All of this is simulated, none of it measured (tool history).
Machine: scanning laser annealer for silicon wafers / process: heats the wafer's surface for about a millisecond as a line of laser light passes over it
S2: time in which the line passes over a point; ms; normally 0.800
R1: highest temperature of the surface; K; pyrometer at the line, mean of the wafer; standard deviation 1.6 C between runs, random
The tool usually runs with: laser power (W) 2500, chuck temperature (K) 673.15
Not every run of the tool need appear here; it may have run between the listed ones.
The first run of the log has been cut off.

{"run": 2, "day": 1.846, "laser power (W)": 2500, "S2": 0.8, "chuck temperature (K)": 712.15, "R1": 1433.15}
{"run": 3, "day": 2.783, "laser power (W)": 2500, "S2": 0.8, "chuck temperature (K)": 673.15, "R1": 1393.15}
{"run": 4, "day": 4.196, "laser power (W)": 2500, "S2": 0.8, "chuck temperature (K)": 673.15, "R1": 1394.15}
{"run": 5, "day": 5.121, "laser power (W)": 2500, "S2": 0.8, "chuck temperature (K)": 673.15, "R1": 1391.15}
{"run": 6, "day": 7.008, "laser power (W)": 2500, "S2": 0.8, "chuck temperature (K)": 673.15, "R1": 1390.15}
{"run": 7, "day": 8.125, "laser power (W)": 2500, "S2": 0.8, "chuck temperature (K)": 673.15, "R1": 1391.15}
{"run": 8, "day": 9.871, "laser power (W)": 2588, "S2": 0.8, "chuck temperature (K)": 673.15, "R1": 1422.15}
{"run": 9, "day": 10.975, "laser power (W)": 2588, "S2": 0.8, "chuck temperature (K)": 673.15, "R1": 1422.15}
{"run": 10, "day": 12.346, "laser power (W)": 2500, "S2": 0.8, "chuck temperature (K)": 673.15, "R1": 1384.15}
{"day": 13.512, "done": "window over the wafer cleaned"}
{"run": 11, "day": 14.362, "laser power (W)": 2500, "S2": 0.632, "chuck temperature (K)": 673.15, "R1": 1321.15}
{"run": 12, "day": 15.217, "laser power (W)": 2500, "S2": 0.632, "chuck temperature (K)": 673.15, "R1": 1318.15}
{"run": 13, "day": 16.188, "laser power (W)": 2500, "S2": 0.8, "chuck temperature (K)": 682.15, "R1": 1409.15}
{"run": 14, "day": 17.479, "laser power (W)": 2500, "S2": 0.8, "chuck temperature (K)": 682.15, "R1": 1409.15}
{"run": 15, "day": 19.442, "laser power (W)": 2500, "S2": 0.8, "chuck temperature (K)": 682.15, "R1": 1405.15}
{"run": 16, "day": 21.383, "laser power (W)": 2500, "S2": 0.8, "chuck temperature (K)": 673.15, "R1": 1394.15}
{"run": 17, "day": 23.171, "laser power (W)": 2500, "S2": 0.65, "chuck temperature (K)": 673.15, "R1": 1321.15}
{"run": 18, "day": 24.058, "laser power (W)": 2500, "S2": 0.65, "chuck temperature (K)": 654.15, "R1": 1303.15}
{"run": 19, "day": 26.0, "laser power (W)": 2500, "S2": 0.65, "chuck temperature (K)": 654.15, "R1": 1301.15}
{"run": 20, "day": 27.642, "laser power (W)": 2500, "S2": 0.8, "chuck temperature (K)": 673.15, "R1": 1388.15}
{"run": 21, "day": 29.104, "laser power (W)": 2500, "S2": 0.8, "chuck temperature (K)": 709.15, "R1": 1425.15}
{"run": 22, "day": 29.954, "laser power (W)": 2500, "S2": 0.8, "chuck temperature (K)": 709.15, "R1": 1421.15}
{"run": 23, "day": 30.808, "laser power (W)": 2233, "S2": 0.775, "chuck temperature (K)": 701.15, "R1": 1310.15}
{"run": 24, "day": 32.321, "laser power (W)": 2233, "S2": 0.775, "chuck temperature (K)": 701.15, "R1": 1309.15}

Predict the results of run 25:
{"run": 25, "day": 34.338, "laser power (W)": 2458, "S2": 0.775, "chuck temperature (K)": 701.15, "R1": "?"}

Run 25 measured R1 1384.15 K.
With no hidden state in the tool, this same run would have given R1 1402.15 K.
